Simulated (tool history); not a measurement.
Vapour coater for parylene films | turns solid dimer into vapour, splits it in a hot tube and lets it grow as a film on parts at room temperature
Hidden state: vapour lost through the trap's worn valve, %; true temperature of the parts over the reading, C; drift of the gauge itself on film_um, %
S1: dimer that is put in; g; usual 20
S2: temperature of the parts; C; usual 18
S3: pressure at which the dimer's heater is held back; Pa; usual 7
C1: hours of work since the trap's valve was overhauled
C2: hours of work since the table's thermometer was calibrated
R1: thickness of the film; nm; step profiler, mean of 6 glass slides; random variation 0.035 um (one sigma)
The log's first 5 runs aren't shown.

{"run": 6, "hour": 74.7, "S1": 20, "S2": 21, "S3": 7, "C1": 9, "C2": 526, "R1": 3570}
{"run": 7, "hour": 88.3, "S1": 20, "S2": 21, "S3": 7, "C1": 21, "C2": 538, "R1": 3460}
{"run": 8, "hour": 102.5, "S1": 12, "S2": 18, "S3": 7, "C1": 33, "C2": 551, "R1": 2390}
{"run": 9, "hour": 112.0, "S1": 31, "S2": 18, "S3": 7, "C1": 41, "C2": 559, "R1": 6210}
{"run": 10, "hour": 130.3, "S1": 31, "S2": 18, "S3": 7, "C1": 57, "C2": 575, "R1": 6100}
{"run": 11, "hour": 147.5, "S1": 31, "S2": 18, "S3": 7, "C1": 72, "C2": 590, "R1": 6150}
{"run": 12, "hour": 159.6, "S1": 31, "S2": 18, "S3": 7, "C1": 83, "C2": 601, "R1": 6110}
{"run": 13, "hour": 169.3, "S1": 31, "S2": 19, "S3": 7, "C1": 92, "C2": 609, "R1": 5880}
{"run": 14, "hour": 185.6, "S1": 20, "S2": 18, "S3": 7, "C1": 106, "C2": 624, "R1": 3930}
{"run": 15, "hour": 201.5, "S1": 20, "S2": 18, "S3": 7, "C1": 120, "C2": 637, "R1": 3930}
{"run": 16, "hour": 210.0, "S1": 20, "S2": 18, "S3": 7, "C1": 127, "C2": 645, "R1": 3950}
{"run": 17, "hour": 221.7, "S1": 20, "S2": 18, "S3": 3.63, "C1": 138, "C2": 655, "R1": 4120}
{"run": 18, "hour": 233.3, "S1": 20, "S2": 18, "S3": 3.63, "C1": 148, "C2": 665, "R1": 4050}
{"run": 19, "hour": 242.1, "S1": 28, "S2": 18, "S3": 7, "C1": 155, "C2": 673, "R1": 5500}
{"run": 20, "hour": 255.3, "S1": 28, "S2": 18, "S3": 7, "C1": 167, "C2": 685, "R1": 5510}
{"run": 21, "hour": 271.7, "S1": 28, "S2": 18, "S3": 7, "C1": 181, "C2": 699, "R1": 5440}
{"run": 22, "hour": 285.4, "S1": 20, "S2": 30, "S3": 7, "C1": 193, "C2": 711, "R1": 2320}
{"run": 23, "hour": 296.7, "S1": 20, "S2": 30, "S3": 7, "C1": 203, "C2": 721, "R1": 2330}
{"run": 24, "hour": 312.8, "S1": 20, "S2": 30, "S3": 7, "C1": 218, "C2": 735, "R1": 2360}
{"run": 25, "hour": 327.8, "S1": 9, "S2": 13, "S3": 4.9, "C1": 231, "C2": 748, "R1": 2250}
{"run": 26, "hour": 345.1, "S1": 27, "S2": 18, "S3": 9.28, "C1": 246, "C2": 763, "R1": 5200}
{"run": 27, "hour": 355.7, "S1": 27, "S2": 18, "S3": 9.28, "C1": 255, "C2": 773, "R1": 5170}

The next listed run, before its measurement:
{"run": 28, "hour": 373.7, "S1": 27, "S2": 18, "S3": 9.28, "C1": 271, "C2": 788, "R1": "?"}

R1: 5130 nm
Without the tool's hidden state the same run would have given R1 5230 nm.
